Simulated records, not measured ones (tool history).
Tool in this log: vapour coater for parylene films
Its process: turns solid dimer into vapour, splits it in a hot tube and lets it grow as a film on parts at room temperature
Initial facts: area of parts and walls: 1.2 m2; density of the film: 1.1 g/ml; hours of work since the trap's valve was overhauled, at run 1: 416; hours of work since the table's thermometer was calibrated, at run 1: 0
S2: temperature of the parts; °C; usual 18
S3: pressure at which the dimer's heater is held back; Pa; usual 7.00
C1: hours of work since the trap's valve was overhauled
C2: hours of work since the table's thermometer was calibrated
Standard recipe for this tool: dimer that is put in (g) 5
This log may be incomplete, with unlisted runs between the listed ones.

{"run": 1, "hour": 0.0, "dimer that is put in (g)": 5, "S2": 18, "S3": 7.0, "C1": 416, "C2": 0, "thickness of the film (nm)": 1620}
{"hour": 43.9, "done": "trap's valve overhauled"}
{"run": 2, "hour": 75.3, "dimer that is put in (g)": 5, "S2": 18, "S3": 7.0, "C1": 24, "C2": 55, "thickness of the film (nm)": 1780}
{"run": 3, "hour": 152.5, "dimer that is put in (g)": 5, "S2": 18, "S3": 7.0, "C1": 84, "C2": 115, "thickness of the film (nm)": 1740}
{"run": 4, "hour": 197.8, "dimer that is put in (g)": 5, "S2": 18, "S3": 7.0, "C1": 119, "C2": 150, "thickness of the film (nm)": 1720}
{"run": 5, "hour": 273.9, "dimer that is put in (g)": 5, "S2": 18, "S3": 5.57, "C1": 178, "C2": 209, "thickness of the film (nm)": 1770}
{"run": 6, "hour": 315.8, "dimer that is put in (g)": 5, "S2": 18, "S3": 5.57, "C1": 211, "C2": 242, "thickness of the film (nm)": 1760}
{"run": 7, "hour": 380.3, "dimer that is put in (g)": 5, "S2": 10, "S3": 5.57, "C1": 261, "C2": 291, "thickness of the film (nm)": 1960}
{"run": 8, "hour": 445.7, "dimer that is put in (g)": 5, "S2": 18, "S3": 5.25, "C1": 311, "C2": 342, "thickness of the film (nm)": 1730}
{"run": 9, "hour": 519.7, "dimer that is put in (g)": 5, "S2": 18, "S3": 5.25, "C1": 369, "C2": 399, "thickness of the film (nm)": 1710}
{"run": 10, "hour": 586.7, "dimer that is put in (g)": 5, "S2": 18, "S3": 5.25, "C1": 420, "C2": 451, "thickness of the film (nm)": 1690}
{"hour": 622.8, "done": "trap's valve overhauled"}
{"run": 11, "hour": 654.6, "dimer that is put in (g)": 5, "S2": 18, "S3": 5.25, "C1": 25, "C2": 501, "thickness of the film (nm)": 1920}
{"run": 12, "hour": 724.1, "dimer that is put in (g)": 4, "S2": 18, "S3": 7.0, "C1": 78, "C2": 555, "thickness of the film (nm)": 1410}
{"run": 13, "hour": 787.7, "dimer that is put in (g)": 4, "S2": 18, "S3": 7.0, "C1": 128, "C2": 604, "thickness of the film (nm)": 1420}
{"run": 14, "hour": 846.3, "dimer that is put in (g)": 4, "S2": 18, "S3": 7.0, "C1": 173, "C2": 649, "thickness of the film (nm)": 1370}
{"run": 15, "hour": 897.0, "dimer that is put in (g)": 4, "S2": 18, "S3": 7.0, "C1": 212, "C2": 689, "thickness of the film (nm)": 1350}
{"hour": 902.7, "done": "table's thermometer calibrated"}
{"run": 16, "hour": 946.6, "dimer that is put in (g)": 3, "S2": 13, "S3": 4.18, "C1": 250, "C2": 34, "thickness of the film (nm)": 1240}
{"run": 17, "hour": 998.5, "dimer that is put in (g)": 5, "S2": 28, "S3": 7.0, "C1": 290, "C2": 74, "thickness of the film (nm)": 1450}
{"run": 18, "hour": 1037.3, "dimer that is put in (g)": 5, "S2": 28, "S3": 7.0, "C1": 320, "C2": 104, "thickness of the film (nm)": 1440}
{"run": 19, "hour": 1104.4, "dimer that is put in (g)": 5, "S2": 28, "S3": 7.0, "C1": 372, "C2": 156, "thickness of the film (nm)": 1370}
{"run": 20, "hour": 1176.8, "dimer that is put in (g)": 7, "S2": 18, "S3": 6.52, "C1": 428, "C2": 212, "thickness of the film (nm)": 2300}
{"hour": 1202.3, "done": "trap's valve overhauled"}
{"run": 21, "hour": 1251.5, "dimer that is put in (g)": 8, "S2": 21, "S3": 2.57, "C1": 38, "C2": 267, "thickness of the film (nm)": 3230}
{"run": 22, "hour": 1315.5, "dimer that is put in (g)": 8, "S2": 21, "S3": 2.57, "C1": 88, "C2": 317, "thickness of the film (nm)": 3210}
{"hour": 1370.7, "done": "table's thermometer calibrated, once more"}
{"run": 23, "hour": 1394.3, "dimer that is put in (g)": 8, "S2": 21, "S3": 2.57, "C1": 148, "C2": 18, "thickness of the film (nm)": 3100}
{"run": 24, "hour": 1449.0, "dimer that is put in (g)": 5, "S2": 23, "S3": 7.0, "C1": 190, "C2": 61, "thickness of the film (nm)": 1580}
{"run": 25, "hour": 1511.3, "dimer that is put in (g)": 5, "S2": 23, "S3": 7.0, "C1": 239, "C2": 109, "thickness of the film (nm)": 1540}
{"run": 26, "hour": 1583.5, "dimer that is put in (g)": 7, "S2": 14, "S3": 3.04, "C1": 295, "C2": 165, "thickness of the film (nm)": 2890}
{"run": 27, "hour": 1659.4, "dimer that is put in (g)": 5, "S2": 24, "S3": 7.0, "C1": 353, "C2": 224, "thickness of the film (nm)": 1490}
{"run": 28, "hour": 1708.7, "dimer that is put in (g)": 5, "S2": 24, "S3": 7.55, "C1": 391, "C2": 262, "thickness of the film (nm)": 1480}
{"run": 29, "hour": 1742.3, "dimer that is put in (g)": 4, "S2": 18, "S3": 4.07, "C1": 418, "C2": 288, "thickness of the film (nm)": 1450}

Hidden state at the last listed run before each entry between runs and at the first one after, where it differs:
Between runs 1 and 2: trap's valve overhauled (hour 43.9)
  vapour lost through the trap's worn valve, %: 8.8 -> 0.8; true temperature of the parts over the reading, C: -0.27 -> -0.3
  what was measured, less what the result would be without the hidden state, thickness of the film (nm): -150 -> +0
Between runs 10 and 11: trap's valve overhauled (hour 622.8)
  vapour lost through the trap's worn valve, %: 9.4 -> 0.6; true temperature of the parts over the reading, C: -0.51 -> -0.54
  what was measured, less what the result would be without the hidden state, thickness of the film (nm): -160 -> +10
Between runs 15 and 16: table's thermometer calibrated (hour 902.7)
  vapour lost through the trap's worn valve, %: 4.9 -> 5.8; true temperature of the parts over the reading, C: -0.64 -> -0.84
  what was measured, less what the result would be without the hidden state, thickness of the film (nm): -60 -> -60
Between runs 20 and 21: trap's valve overhauled (hour 1202.3)
  vapour lost through the trap's worn valve, %: 9.9 -> 1.2; true temperature of the parts over the reading, C: -0.93 -> -0.96
  what was measured, less what the result would be without the hidden state, thickness of the film (nm): -210 -> +20
Between runs 22 and 23: table's thermometer calibrated, once more (hour 1370.7)
  vapour lost through the trap's worn valve, %: 2.2 -> 3.6; true temperature of the parts over the reading, C: -0.99 -> 0.17
  what was measured, less what the result would be without the hidden state, thickness of the film (nm): -20 -> -120

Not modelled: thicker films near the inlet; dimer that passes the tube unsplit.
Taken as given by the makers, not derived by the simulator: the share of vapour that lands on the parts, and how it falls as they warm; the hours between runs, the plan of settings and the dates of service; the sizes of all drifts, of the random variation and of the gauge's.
